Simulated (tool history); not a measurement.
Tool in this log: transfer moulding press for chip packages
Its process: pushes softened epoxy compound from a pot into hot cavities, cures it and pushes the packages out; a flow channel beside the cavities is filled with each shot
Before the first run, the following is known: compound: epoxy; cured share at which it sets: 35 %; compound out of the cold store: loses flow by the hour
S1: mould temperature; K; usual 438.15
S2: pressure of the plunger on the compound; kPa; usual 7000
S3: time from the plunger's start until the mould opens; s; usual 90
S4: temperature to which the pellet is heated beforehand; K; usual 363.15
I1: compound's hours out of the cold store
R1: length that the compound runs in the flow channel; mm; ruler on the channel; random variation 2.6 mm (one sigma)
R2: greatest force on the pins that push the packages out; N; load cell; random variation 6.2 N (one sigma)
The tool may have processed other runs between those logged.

run 1 hour=0 | S1=438.15 S2=7000 S3=90 S4=363.15 | I1=19.7 | R1=863 R2=468
run 2 hour=37.2 | S1=438.15 S2=7000 S3=94 S4=363.15 | I1=29.9 | R1=836 R2=458
run 3 hour=61.8 | S1=438.15 S2=7000 S3=94 S4=363.15 | I1=21 | R1=854 R2=286
run 4 hour=96.3 | S1=438.15 S2=7000 S3=90 S4=358.15 | I1=37.2 | R1=816 R2=446
run 5 hour=128.3 | S1=438.15 S2=7000 S3=90 S4=358.15 | I1=13.3 | R1=911 R2=414
run 6 hour=176.1 | S1=438.15 S2=7000 S3=90 S4=358.15 | I1=39.6 | R1=836 R2=371
run 7 hour=221.2 | S1=438.15 S2=7000 S3=90 S4=358.15 | I1=13.6 | R1=892 R2=400
run 8 hour=270.2 | S1=438.15 S2=7000 S3=90 S4=358.15 | I1=14.6 | R1=889 R2=380
run 9 hour=298.3 | S1=438.15 S2=7000 S3=90 S4=358.15 | I1=42.9 | R1=815 R2=446
run 10 hour=321.6 | S1=438.15 S2=7000 S3=90 S4=358.15 | I1=9.1 | R1=892 R2=419
run 11 hour=353.4 | S1=438.15 S2=7000 S3=90 S4=358.15 | I1=22.9 | R1=852 R2=253
run 12 hour=390.8 | S1=438.15 S2=7000 S3=90 S4=363.15 | I1=9.9 | R1=882 R2=449
run 13 hour=421.1 | S1=438.15 S2=7000 S3=90 S4=361.15 | I1=41.1 | R1=804 R2=367
run 14 hour=470.4 | S1=438.15 S2=7000 S3=74 S4=367.15 | I1=19.3 | R1=887 R2=609
run 15 hour=496.7 | S1=438.15 S2=6530 S3=120 S4=362.15 | I1=18 | R1=859 R2=321
run 16 hour=527.5 | S1=439.15 S2=8600 S3=84 S4=355.15 | I1=10.2 | R1=1006 R2=480
run 17 hour=565.3 | S1=439.15 S2=7000 S3=76 S4=354.15 | I1=24.4 | R1=861 R2=471
run 18 hour=593.6 | S1=438.15 S2=6090 S3=90 S4=354.15 | I1=43.9 | R1=766 R2=457
run 19 hour=644 | S1=438.15 S2=6090 S3=90 S4=354.15 | I1=41.7 | R1=760 R2=481
run 20 hour=673.7 | S1=438.15 S2=5670 S3=109 S4=354.15 | I1=46.4 | R1=722 R2=285
run 21 hour=712.5 | S1=444.15 S2=8750 S3=127 S4=372.15 | I1=17.8 | R1=940 R2=208
run 22 hour=758.4 | S1=435.15 S2=5790 S3=90 S4=363.15 | I1=24.1 | R1=803 R2=319
run 23 hour=788.4 | S1=431.15 S2=7000 S3=90 S4=363.15 | I1=44 | R1=855 R2=660
run 24 hour=816.5 | S1=431.15 S2=7000 S3=90 S4=363.15 | I1=22.8 | R1=898 R2=588
run 25 hour=849.2 | S1=431.15 S2=5730 S3=73 S4=363.15 | I1=17.4 | R1=822 R2=1224
run 26 hour=887.9 | S1=443.15 S2=8490 S3=108 S4=354.15 | I1=36.1 | R1=897 R2=321

Not shown here: 22 entries made in the log between runs. Locate each between two listed runs and compare the hidden state at the listed run before it with the hidden state at the listed run after it:
Between runs 1 and 2: cavities cleaned with cleaning compound and waxed (hour 8.1)
  true mould temperature over the reading, C: 0.62 -> 0.65; pressure that reaches the compound, % of what is set: 95.14 -> 94.28; grip of the stained cavities, % over clean ones': 90.7 -> 113.3
  the result without the hidden state subtracted from the measured one, R1: -24 -> -27 mm; R2: +213 -> +232 N
Between runs 2 and 3: cavities cleaned with cleaning compound and waxed (hour 56.2)
  true mould temperature over the reading, C: 0.65 -> 0.66; pressure that reaches the compound, % of what is set: 94.28 -> 93.76; grip of the stained cavities, % over clean ones': 113.3 -> 29.1
  the result without the hidden state subtracted from the measured one, R1: -27 -> -31 mm; R2: +232 -> +56 N
Between runs 4 and 5: cavities cleaned with cleaning compound and waxed (hour 106); plunger's sealing rings changed (hour 127)
  true mould temperature over the reading, C: 0.69 -> 0.71; pressure that reaches the compound, % of what is set: 92.93 -> 99.88; grip of the stained cavities, % over clean ones': 90.4 -> 65.8
  the result without the hidden state subtracted from the measured one, R1: -32 -> -3 mm; R2: +201 -> +153 N
Between runs 5 and 6: cavities cleaned with cleaning compound and waxed (hour 157.2)
  true mould temperature over the reading, C: 0.71 -> 0.74; pressure that reaches the compound, % of what is set: 99.88 -> 98.67; grip of the stained cavities, % over clean ones': 65.8 -> 61.9
  the result without the hidden state subtracted from the measured one, R1: -3 -> -8 mm; R2: +153 -> +132 N
Between runs 6 and 7: cavities cleaned with cleaning compound and waxed (hour 204.7)
  true mould temperature over the reading, C: 0.74 -> 0.77; pressure that reaches the compound, % of what is set: 98.67 -> 97.5; grip of the stained cavities, % over clean ones': 61.9 -> 65
  the result without the hidden state subtracted from the measured one, R1: -8 -> -14 mm; R2: +132 -> +143 N
Between runs 7 and 8: cavities cleaned with cleaning compound and waxed (hour 254.5)
  true mould temperature over the reading, C: 0.77 -> 0.81; pressure that reaches the compound, % of what is set: 97.5 -> 96.3; grip of the stained cavities, % over clean ones': 65 -> 56.2
  the result without the hidden state subtracted from the measured one, R1: -14 -> -20 mm; R2: +143 -> +124 N
Between runs 9 and 10: cavities cleaned with cleaning compound and waxed, once more (hour 303.7)
  true mould temperature over the reading, C: 0.83 -> 0.84; pressure that reaches the compound, % of what is set: 95.55 -> 95; grip of the stained cavities, % over clean ones': 91.7 -> 64.5
  the result without the hidden state subtracted from the measured one, R1: -21 -> -27 mm; R2: +200 -> +149 N
Between runs 10 and 11: cavities cleaned with cleaning compound and waxed (hour 353.4)
  true mould temperature over the reading, C: 0.84 -> 0.87; pressure that reaches the compound, % of what is set: 95 -> 94.3; grip of the stained cavities, % over clean ones': 64.5 -> 2.6
  the result without the hidden state subtracted from the measured one, R1: -27 -> -29 mm; R2: +149 -> -7 N
Between runs 12 and 13: cavities cleaned with cleaning compound and waxed (hour 402.1)
  true mould temperature over the reading, C: 0.89 -> 0.91; pressure that reaches the compound, % of what is set: 93.39 -> 92.57; grip of the stained cavities, % over clean ones': 87.4 -> 60.9
  the result without the hidden state subtracted from the measured one, R1: -34 -> -34 mm; R2: +199 -> +128 N
Between runs 13 and 14: mould's thermocouples calibrated (hour 434.7); plunger's sealing rings changed (hour 437.2); cavities cleaned with cleaning compound and waxed (hour 456.5)
  true mould temperature over the reading, C: 0.91 -> -0.06; pressure that reaches the compound, % of what is set: 92.57 -> 99.06; grip of the stained cavities, % over clean ones': 60.9 -> 50.6
  the result without the hidden state subtracted from the measured one, R1: -34 -> -4 mm; R2: +128 -> +206 N
Between runs 15 and 16: cavities cleaned with cleaning compound and waxed (hour 506.6)
  true mould temperature over the reading, C: -0.04 -> -0.02; pressure that reaches the compound, % of what is set: 98.32 -> 97.62; grip of the stained cavities, % over clean ones': 90.8 -> 65.8
  the result without the hidden state subtracted from the measured one, R1: -8 -> -12 mm; R2: +153 -> +189 N
Between runs 16 and 17: cavities cleaned with cleaning compound and waxed (hour 557.6)
  true mould temperature over the reading, C: -0.02 -> 0.01; pressure that reaches the compound, % of what is set: 97.62 -> 96.77; grip of the stained cavities, % over clean ones': 65.8 -> 31.6
  the result without the hidden state subtracted from the measured one, R1: -12 -> -14 mm; R2: +189 -> +112 N
Between runs 18 and 19: cavities cleaned with cleaning compound and waxed (hour 607.5)
  true mould temperature over the reading, C: 0.03 -> 0.06; pressure that reaches the compound, % of what is set: 96.1 -> 94.96; grip of the stained cavities, % over clean ones': 86.9 -> 87.3
  the result without the hidden state subtracted from the measured one, R1: -15 -> -20 mm; R2: +209 -> +223 N
Between runs 19 and 20: cavities cleaned with cleaning compound and waxed (hour 656.9)
  true mould temperature over the reading, C: 0.06 -> 0.08; pressure that reaches the compound, % of what is set: 94.96 -> 94.26; grip of the stained cavities, % over clean ones': 87.3 -> 58.4
  the result without the hidden state subtracted from the measured one, R1: -20 -> -22 mm; R2: +223 -> +106 N
Between runs 20 and 21: cavities cleaned with cleaning compound and waxed (hour 706.5)
  true mould temperature over the reading, C: 0.08 -> 0.11; pressure that reaches the compound, % of what is set: 94.26 -> 93.26; grip of the stained cavities, % over clean ones': 58.4 -> 31.6
  the result without the hidden state subtracted from the measured one, R1: -22 -> -34 mm; R2: +106 -> +51 N
Between runs 21 and 22: plunger's sealing rings changed (hour 744.7); cavities cleaned with cleaning compound and waxed (hour 757.7)
  true mould temperature over the reading, C: 0.11 -> 0.14; pressure that reaches the compound, % of what is set: 93.26 -> 99.44; grip of the stained cavities, % over clean ones': 31.6 -> 7.1
  the result without the hidden state subtracted from the measured one, R1: -34 -> -3 mm; R2: +51 -> +18 N
Between runs 23 and 24: cavities cleaned with cleaning compound and waxed (hour 806.4)
  true mould temperature over the reading, C: 0.16 -> 0.18; pressure that reaches the compound, % of what is set: 98.74 -> 98.12; grip of the stained cavities, % over clean ones': 82.1 -> 46.3
  the result without the hidden state subtracted from the measured one, R1: -6 -> -10 mm; R2: +296 -> +182 N
Between runs 25 and 26: cavities cleaned with cleaning compound and waxed (hour 858.1)
  true mould temperature over the reading, C: 0.2 -> 0.23; pressure that reaches the compound, % of what is set: 97.29 -> 96.38; grip of the stained cavities, % over clean ones': 92.9 -> 82.3
  the result without the hidden state subtracted from the measured one, R1: -12 -> -18 mm; R2: +581 -> +143 N

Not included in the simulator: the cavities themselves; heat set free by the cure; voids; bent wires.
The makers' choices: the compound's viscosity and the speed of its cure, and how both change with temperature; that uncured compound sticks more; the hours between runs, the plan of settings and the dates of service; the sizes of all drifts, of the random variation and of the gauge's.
